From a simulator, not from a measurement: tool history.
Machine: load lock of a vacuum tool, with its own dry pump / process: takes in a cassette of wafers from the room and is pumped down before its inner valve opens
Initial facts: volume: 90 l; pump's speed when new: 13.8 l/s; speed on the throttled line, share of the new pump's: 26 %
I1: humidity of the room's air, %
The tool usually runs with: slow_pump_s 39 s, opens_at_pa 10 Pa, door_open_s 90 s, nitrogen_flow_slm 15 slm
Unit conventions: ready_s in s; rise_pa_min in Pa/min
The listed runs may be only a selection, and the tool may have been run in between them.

run 1 hour=0 | slow_pump_s=39 opens_at_pa=10 door_open_s=90 nitrogen_flow_slm=15 | I1=44.9 | ready_s=99.9 rise_pa_min=0.058
run 2 hour=271.1 | slow_pump_s=39 opens_at_pa=10 door_open_s=90 nitrogen_flow_slm=31 | I1=49.6 | ready_s=98.6 rise_pa_min=0.05
run 3 hour=561 | slow_pump_s=39 opens_at_pa=10 door_open_s=90 nitrogen_flow_slm=31 | I1=46 | ready_s=98.9 rise_pa_min=0.054
run 4 hour=836.1 | slow_pump_s=39 opens_at_pa=10 door_open_s=90 nitrogen_flow_slm=31 | I1=46.1 | ready_s=98.7 rise_pa_min=0.056
run 5 hour=993.8 | slow_pump_s=39 opens_at_pa=10 door_open_s=90 nitrogen_flow_slm=15 | I1=44.4 | ready_s=99.5 rise_pa_min=0.06
run 6 hour=1253.9 | slow_pump_s=39 opens_at_pa=10 door_open_s=90 nitrogen_flow_slm=15 | I1=46.9 | ready_s=100.3 rise_pa_min=0.074
run 7 hour=1546.1 | slow_pump_s=39 opens_at_pa=10 door_open_s=90 nitrogen_flow_slm=15 | I1=45.6 | ready_s=99.4 rise_pa_min=0.066
run 8 hour=1671.6 | slow_pump_s=39 opens_at_pa=10 door_open_s=90 nitrogen_flow_slm=15 | I1=43.4 | ready_s=101.3 rise_pa_min=0.065
run 9 hour=1807.1 | slow_pump_s=26 opens_at_pa=10 door_open_s=90 nitrogen_flow_slm=15 | I1=47.5 | ready_s=91.9 rise_pa_min=0.069
run 10 hour=2081.2 | slow_pump_s=39 opens_at_pa=19 door_open_s=90 nitrogen_flow_slm=15 | I1=41.7 | ready_s=95.3 rise_pa_min=0.068
-- hour=2248.5 dry pump taken out, an overhauled one fitted
run 11 hour=2358.6 | slow_pump_s=39 opens_at_pa=10 door_open_s=90 nitrogen_flow_slm=15 | I1=43.6 | ready_s=88.8 rise_pa_min=0.063
run 12 hour=2515.8 | slow_pump_s=39 opens_at_pa=10 door_open_s=90 nitrogen_flow_slm=15 | I1=43.8 | ready_s=88.4 rise_pa_min=0.063
run 13 hour=2798.9 | slow_pump_s=30 opens_at_pa=10 door_open_s=39 nitrogen_flow_slm=15 | I1=43.6 | ready_s=81.9 rise_pa_min=0.068
run 14 hour=3004.1 | slow_pump_s=69 opens_at_pa=10 door_open_s=48 nitrogen_flow_slm=20 | I1=47.2 | ready_s=111.9 rise_pa_min=0.069
run 15 hour=3281.8 | slow_pump_s=69 opens_at_pa=10 door_open_s=48 nitrogen_flow_slm=20 | I1=45.5 | ready_s=110.9 rise_pa_min=0.069
run 16 hour=3476.5 | slow_pump_s=69 opens_at_pa=10 door_open_s=48 nitrogen_flow_slm=20 | I1=46.5 | ready_s=112.3 rise_pa_min=0.07
run 17 hour=3597 | slow_pump_s=69 opens_at_pa=10 door_open_s=48 nitrogen_flow_slm=20 | I1=47 | ready_s=110.8 rise_pa_min=0.076
run 18 hour=3766.1 | slow_pump_s=39 opens_at_pa=14 door_open_s=146 nitrogen_flow_slm=15 | I1=43.8 | ready_s=86.7 rise_pa_min=0.086
run 19 hour=3969.5 | slow_pump_s=39 opens_at_pa=10 door_open_s=146 nitrogen_flow_slm=15 | I1=46 | ready_s=89.1 rise_pa_min=0.088
run 20 hour=4135.5 | slow_pump_s=24 opens_at_pa=10 door_open_s=146 nitrogen_flow_slm=34 | I1=39.5 | ready_s=79.2 rise_pa_min=0.075
run 21 hour=4369.1 | slow_pump_s=70 opens_at_pa=8 door_open_s=90 nitrogen_flow_slm=15 | I1=44.2 | ready_s=113 rise_pa_min=0.089
run 22 hour=4506.3 | slow_pump_s=70 opens_at_pa=8 door_open_s=90 nitrogen_flow_slm=15 | I1=43.9 | ready_s=112.7 rise_pa_min=0.083

Some steps in ready_s between neighbouring runs. How much of each would the tool show without its hidden state too (settings, what came in, random variation), and how much is left for the hidden state, with any gauge scatter that isn't in both results?
The tool's hidden condition here consists of: pump's speed, % of a new pump's; leak at the door's seal, Pa l/s; drift of the gauge itself on ready_s, %; drift of the gauge itself on rise_pa_min, %.
Run 9 -> 10: slow_pump_s 26 -> 39, opens_at_pa 10 -> 19. ready_s +3.4 s: hidden state -1.6, all else +5.
Run 10 -> 11: opens_at_pa 19 -> 10, dry pump taken out, an overhauled one fitted. ready_s -6.5 s: hidden state -10.7, all else +4.2.
Run 13 -> 14: slow_pump_s 30 -> 69, door_open_s 39 -> 48, nitrogen_flow_slm 15 -> 20. ready_s +30 s: hidden state +0.2, all else +29.8.
Run 20 -> 21: slow_pump_s 24 -> 70, opens_at_pa 10 -> 8, door_open_s 146 -> 90, nitrogen_flow_slm 34 -> 15. ready_s +33.8 s: hidden state +0.1, all else +33.7.

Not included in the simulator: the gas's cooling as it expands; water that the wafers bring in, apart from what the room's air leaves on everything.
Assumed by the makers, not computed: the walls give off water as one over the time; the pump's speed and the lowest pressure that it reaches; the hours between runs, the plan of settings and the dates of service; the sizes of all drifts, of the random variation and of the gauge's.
